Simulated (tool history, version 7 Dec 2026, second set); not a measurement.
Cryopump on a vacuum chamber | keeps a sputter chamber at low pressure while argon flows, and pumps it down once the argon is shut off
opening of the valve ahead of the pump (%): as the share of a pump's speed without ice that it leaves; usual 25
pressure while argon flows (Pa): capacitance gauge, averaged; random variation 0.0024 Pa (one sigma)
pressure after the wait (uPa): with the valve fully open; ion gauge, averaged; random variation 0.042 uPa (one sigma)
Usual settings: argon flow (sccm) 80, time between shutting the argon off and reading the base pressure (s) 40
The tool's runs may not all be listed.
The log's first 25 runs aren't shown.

run	hour	argon flow (sccm)	time between shutting the argon off and reading the base pressure (s)	opening of the valve ahead of the pump (%)	pressure while argon flows (Pa)	pressure after the wait (uPa)
26	366.1	80	209	25	0.6261	1.99
27	375	129	36	44	0.6111	3.97
28	394.8	117	224	23	0.9859	2.06
29	409.2	117	224	23	0.9891	2.06
30	429.1	114	47	36	0.6438	3.6
31	438.9	114	47	36	0.6433	3.48
32	456.6	74	47	28	0.5272	3.71
33	466.1	74	47	28	0.5282	3.57
34	483.2	126	33	52	0.5233	4.4

Forecast each of these 3 alternatives for the next run:
A	503.6	126	100	19	?	?
B	503.6	56	274	40	?	?
C	503.6	157	33	52	?	?

run	pressure while argon flows (Pa)	pressure after the wait (uPa)
A	1.2928	2.84
B	0.2935	2.19
C	0.6544	4.45
Without the tool's hidden state the same runs would have given:
run	pressure while argon flows (Pa)	pressure after the wait (uPa)
A	1.2092	1.19
B	0.2561	0.59
C	0.5504	2.84

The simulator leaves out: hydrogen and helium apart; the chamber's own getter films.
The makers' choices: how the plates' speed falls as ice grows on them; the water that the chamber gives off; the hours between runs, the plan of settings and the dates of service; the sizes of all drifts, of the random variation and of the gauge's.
